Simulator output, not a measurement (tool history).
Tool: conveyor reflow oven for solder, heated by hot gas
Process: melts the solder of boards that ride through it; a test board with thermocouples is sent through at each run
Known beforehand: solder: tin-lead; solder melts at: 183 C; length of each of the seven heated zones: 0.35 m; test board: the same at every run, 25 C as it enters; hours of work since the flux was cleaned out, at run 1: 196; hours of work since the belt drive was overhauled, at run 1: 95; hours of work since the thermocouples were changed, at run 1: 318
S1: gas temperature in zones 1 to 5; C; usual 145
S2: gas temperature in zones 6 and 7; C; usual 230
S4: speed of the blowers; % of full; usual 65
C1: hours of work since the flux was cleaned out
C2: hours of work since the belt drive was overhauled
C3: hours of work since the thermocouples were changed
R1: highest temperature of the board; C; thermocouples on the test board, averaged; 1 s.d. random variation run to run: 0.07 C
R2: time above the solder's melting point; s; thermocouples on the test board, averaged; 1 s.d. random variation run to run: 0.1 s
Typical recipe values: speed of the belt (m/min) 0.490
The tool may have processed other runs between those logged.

{"run": 1, "hour": 0.0, "S1": 145, "S2": 230, "speed of the belt (m/min)": 0.49, "S4": 65, "C1": 196, "C2": 95, "C3": 318, "R1": 215.34, "R2": 65.7}
{"run": 2, "hour": 10.2, "S1": 145, "S2": 230, "speed of the belt (m/min)": 0.49, "S4": 65, "C1": 201, "C2": 101, "C3": 323, "R1": 215.4, "R2": 65.7}
{"run": 3, "hour": 17.5, "S1": 145, "S2": 230, "speed of the belt (m/min)": 0.49, "S4": 65, "C1": 205, "C2": 104, "C3": 327, "R1": 215.35, "R2": 65.8}
{"run": 4, "hour": 24.2, "S1": 145, "S2": 230, "speed of the belt (m/min)": 0.49, "S4": 65, "C1": 209, "C2": 108, "C3": 331, "R1": 215.4, "R2": 65.7}
{"run": 5, "hour": 34.3, "S1": 145, "S2": 230, "speed of the belt (m/min)": 0.49, "S4": 65, "C1": 214, "C2": 113, "C3": 336, "R1": 215.41, "R2": 65.8}
{"run": 6, "hour": 39.1, "S1": 145, "S2": 230, "speed of the belt (m/min)": 0.483, "S4": 65, "C1": 216, "C2": 116, "C3": 338, "R1": 215.76, "R2": 67.2}
{"run": 7, "hour": 43.5, "S1": 145, "S2": 230, "speed of the belt (m/min)": 0.483, "S4": 65, "C1": 219, "C2": 118, "C3": 340, "R1": 215.76, "R2": 67.0}
{"run": 8, "hour": 51.8, "S1": 145, "S2": 230, "speed of the belt (m/min)": 0.483, "S4": 65, "C1": 223, "C2": 122, "C3": 345, "R1": 215.76, "R2": 67.2}
{"run": 9, "hour": 58.9, "S1": 145, "S2": 230, "speed of the belt (m/min)": 0.483, "S4": 65, "C1": 227, "C2": 126, "C3": 348, "R1": 215.86, "R2": 67.1}
{"run": 10, "hour": 68.5, "S1": 145, "S2": 243, "speed of the belt (m/min)": 0.483, "S4": 65, "C1": 232, "C2": 131, "C3": 353, "R1": 227.06, "R2": 75.9}
{"run": 11, "hour": 74.1, "S1": 145, "S2": 243, "speed of the belt (m/min)": 0.483, "S4": 65, "C1": 234, "C2": 134, "C3": 356, "R1": 227.06, "R2": 75.6}
{"run": 12, "hour": 81.9, "S1": 145, "S2": 243, "speed of the belt (m/min)": 0.483, "S4": 65, "C1": 238, "C2": 138, "C3": 360, "R1": 227.17, "R2": 75.8}
{"run": 13, "hour": 87.7, "S1": 145, "S2": 230, "speed of the belt (m/min)": 0.453, "S4": 65, "C1": 242, "C2": 141, "C3": 363, "R1": 217.47, "R2": 73.8}
{"run": 14, "hour": 97.6, "S1": 145, "S2": 230, "speed of the belt (m/min)": 0.453, "S4": 65, "C1": 247, "C2": 146, "C3": 368, "R1": 217.46, "R2": 73.8}
{"run": 15, "hour": 104.6, "S1": 145, "S2": 243, "speed of the belt (m/min)": 0.434, "S4": 65, "C1": 250, "C2": 150, "C3": 372, "R1": 230.27, "R2": 87.0}
{"run": 16, "hour": 109.3, "S1": 145, "S2": 243, "speed of the belt (m/min)": 0.434, "S4": 65, "C1": 253, "C2": 152, "C3": 375, "R1": 230.16, "R2": 87.1}
{"run": 17, "hour": 114.0, "S1": 145, "S2": 243, "speed of the belt (m/min)": 0.434, "S4": 60, "C1": 255, "C2": 154, "C3": 377, "R1": 228.84, "R2": 85.9}
{"run": 18, "hour": 124.0, "S1": 145, "S2": 243, "speed of the belt (m/min)": 0.434, "S4": 60, "C1": 260, "C2": 160, "C3": 382, "R1": 228.83, "R2": 85.8}
{"run": 19, "hour": 128.3, "S1": 148, "S2": 240, "speed of the belt (m/min)": 0.406, "S4": 60, "C1": 263, "C2": 162, "C3": 384, "R1": 228.55, "R2": 93.2}
{"run": 20, "hour": 132.9, "S1": 148, "S2": 240, "speed of the belt (m/min)": 0.406, "S4": 60, "C1": 265, "C2": 164, "C3": 387, "R1": 228.44, "R2": 93.3}
{"run": 21, "hour": 139.3, "S1": 142, "S2": 232, "speed of the belt (m/min)": 0.448, "S4": 66, "C1": 268, "C2": 167, "C3": 390, "R1": 219.33, "R2": 74.9}
{"run": 22, "hour": 145.6, "S1": 142, "S2": 232, "speed of the belt (m/min)": 0.448, "S4": 66, "C1": 271, "C2": 171, "C3": 393, "R1": 219.31, "R2": 74.8}
{"run": 23, "hour": 155.9, "S1": 142, "S2": 232, "speed of the belt (m/min)": 0.448, "S4": 66, "C1": 277, "C2": 176, "C3": 399, "R1": 219.17, "R2": 74.9}

Alternative continuations, all from the tool just after run 23; predict every row:
{"run": "A", "hour": 165.0, "S1": 142, "S2": 230, "speed of the belt (m/min)": 0.443, "S4": 83, "C1": 282, "C2": 181, "C3": 403, "R1": "?", "R2": "?"}
{"run": "B", "hour": 165.0, "S1": 145, "S2": 238, "speed of the belt (m/min)": 0.587, "S4": 65, "C1": 282, "C2": 181, "C3": 403, "R1": "?", "R2": "?"}
{"run": "C", "hour": 165.0, "S1": 151, "S2": 230, "speed of the belt (m/min)": 0.427, "S4": 52, "C1": 282, "C2": 181, "C3": 403, "R1": "?", "R2": "?"}
{"run": "D", "hour": 165.0, "S1": 147, "S2": 230, "speed of the belt (m/min)": 0.49, "S4": 69, "C1": 282, "C2": 181, "C3": 403, "R1": "?", "R2": "?"}
{"run": "E", "hour": 165.0, "S1": 153, "S2": 235, "speed of the belt (m/min)": 0.448, "S4": 88, "C1": 282, "C2": 181, "C3": 403, "R1": "?", "R2": "?"}

run=A R1=221.22 R2=78.4
run=B R1=215.86 R2=54.0
run=C R1=216.46 R2=80.0
run=D R1=216.64 R2=68.1
run=E R1=227.65 R2=86.5
Without the tool's hidden state the same runs would have given:
run=A R1=221.71 R2=78.7
run=B R1=216.84 R2=54.8
run=C R1=216.66 R2=80.0
run=D R1=217.21 R2=68.6
run=E R1=228.06 R2=86.4
